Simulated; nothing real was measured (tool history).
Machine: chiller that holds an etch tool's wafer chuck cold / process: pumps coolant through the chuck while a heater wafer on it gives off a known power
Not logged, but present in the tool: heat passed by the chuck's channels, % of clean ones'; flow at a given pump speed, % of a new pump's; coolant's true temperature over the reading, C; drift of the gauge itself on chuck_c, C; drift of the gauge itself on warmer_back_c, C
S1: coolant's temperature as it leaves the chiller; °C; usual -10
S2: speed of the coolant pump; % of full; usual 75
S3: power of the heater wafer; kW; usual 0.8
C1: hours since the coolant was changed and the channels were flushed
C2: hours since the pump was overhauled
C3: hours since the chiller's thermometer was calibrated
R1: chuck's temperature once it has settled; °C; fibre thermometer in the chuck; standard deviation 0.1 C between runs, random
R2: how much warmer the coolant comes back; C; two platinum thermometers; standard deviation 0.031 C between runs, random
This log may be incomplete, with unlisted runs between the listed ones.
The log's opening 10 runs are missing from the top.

{"run": 11, "hour": 523.1, "S1": -17, "S2": 75, "S3": 0.8, "C1": 2145, "C2": 1313, "C3": 4316, "R1": -9.2, "R2": 1.78}
{"hour": 555.9, "done": "chiller's thermometer calibrated"}
{"run": 12, "hour": 565.5, "S1": -10, "S2": 88, "S3": 0.8, "C1": 2186, "C2": 1355, "C3": 10, "R1": -2.8, "R2": 1.55}
{"run": 13, "hour": 630.8, "S1": -10, "S2": 75, "S3": 0.8, "C1": 2252, "C2": 1420, "C3": 75, "R1": -2.3, "R2": 1.83}
{"run": 14, "hour": 686.0, "S1": -10, "S2": 66, "S3": 0.8, "C1": 2307, "C2": 1475, "C3": 130, "R1": -1.6, "R2": 2.03}
{"run": 15, "hour": 741.1, "S1": -10, "S2": 66, "S3": 0.8, "C1": 2362, "C2": 1530, "C3": 185, "R1": -1.5, "R2": 1.97}
{"run": 16, "hour": 808.7, "S1": -10, "S2": 66, "S3": 0.8, "C1": 2430, "C2": 1598, "C3": 253, "R1": -1.6, "R2": 2.01}
{"run": 17, "hour": 862.5, "S1": -10, "S2": 66, "S3": 0.8, "C1": 2484, "C2": 1652, "C3": 307, "R1": -1.6, "R2": 1.99}
{"run": 18, "hour": 895.0, "S1": 0, "S2": 66, "S3": 0.8, "C1": 2516, "C2": 1684, "C3": 339, "R1": 8.5, "R2": 2}
{"run": 19, "hour": 943.0, "S1": -10, "S2": 93, "S3": 0.403, "C1": 2564, "C2": 1732, "C3": 387, "R1": -6.6, "R2": 0.49}
{"run": 20, "hour": 982.1, "S1": -8, "S2": 66, "S3": 0.8, "C1": 2603, "C2": 1771, "C3": 426, "R1": 0.3, "R2": 1.89}
{"hour": 1024.3, "done": "gauge calibrated"}
{"run": 21, "hour": 1029.8, "S1": -2, "S2": 73, "S3": 0.616, "C1": 2651, "C2": 1819, "C3": 474, "R1": 4.1, "R2": 1.67}
{"run": 22, "hour": 1060.2, "S1": -6, "S2": 93, "S3": 0.936, "C1": 2681, "C2": 1849, "C3": 504, "R1": 2, "R2": 1.92}
{"run": 23, "hour": 1096.5, "S1": -8, "S2": 99, "S3": 0.8, "C1": 2717, "C2": 1886, "C3": 541, "R1": -1.3, "R2": 1.54}
{"run": 24, "hour": 1131.6, "S1": -17, "S2": 67, "S3": 0.45, "C1": 2753, "C2": 1921, "C3": 576, "R1": -12.4, "R2": 1.27}
{"run": 25, "hour": 1167.4, "S1": -17, "S2": 67, "S3": 0.45, "C1": 2788, "C2": 1957, "C3": 612, "R1": -12.4, "R2": 1.22}
{"run": 26, "hour": 1234.2, "S1": -17, "S2": 67, "S3": 0.45, "C1": 2855, "C2": 2023, "C3": 678, "R1": -12.3, "R2": 1.22}
{"run": 27, "hour": 1279.2, "S1": -9, "S2": 67, "S3": 0.453, "C1": 2900, "C2": 2068, "C3": 723, "R1": -4.1, "R2": 1.19}
{"run": 28, "hour": 1312.6, "S1": -9, "S2": 67, "S3": 0.453, "C1": 2934, "C2": 2102, "C3": 757, "R1": -4.4, "R2": 1.18}
{"run": 29, "hour": 1381.0, "S1": -9, "S2": 67, "S3": 0.453, "C1": 3002, "C2": 2170, "C3": 825, "R1": -4.2, "R2": 1.13}
{"run": 30, "hour": 1422.4, "S1": -20, "S2": 67, "S3": 0.571, "C1": 3043, "C2": 2211, "C3": 866, "R1": -13.9, "R2": 1.52}
{"run": 31, "hour": 1469.3, "S1": -20, "S2": 67, "S3": 0.571, "C1": 3090, "C2": 2258, "C3": 913, "R1": -14.1, "R2": 1.5}
{"run": 32, "hour": 1506.6, "S1": -7, "S2": 86, "S3": 0.43, "C1": 3128, "C2": 2296, "C3": 951, "R1": -3.1, "R2": 0.74}

Here are 4 independent what-if runs from the current tool condition. What would each one return?
{"run": "A", "hour": 1567.7, "S1": -16, "S2": 86, "S3": 0.43, "C1": 3189, "C2": 2357, "C3": 1012, "R1": "?", "R2": "?"}
{"run": "B", "hour": 1567.7, "S1": -11, "S2": 61, "S3": 1.075, "C1": 3189, "C2": 2357, "C3": 1012, "R1": "?", "R2": "?"}
{"run": "C", "hour": 1567.7, "S1": -4, "S2": 72, "S3": 0.43, "C1": 3189, "C2": 2357, "C3": 1012, "R1": "?", "R2": "?"}
{"run": "D", "hour": 1567.7, "S1": -4, "S2": 80, "S3": 0.812, "C1": 3189, "C2": 2357, "C3": 1012, "R1": "?", "R2": "?"}

run=A R1=-12 R2=0.81
run=B R1=0.9 R2=3.22
run=C R1=0.1 R2=0.94
run=D R1=3.5 R2=1.7
Without the tool's unlogged condition, the same runs would have read:
run=A R1=-12 R2=1.02
run=B R1=0.9 R2=3.43
run=C R1=0.1 R2=1.15
run=D R1=3.5 R2=1.92
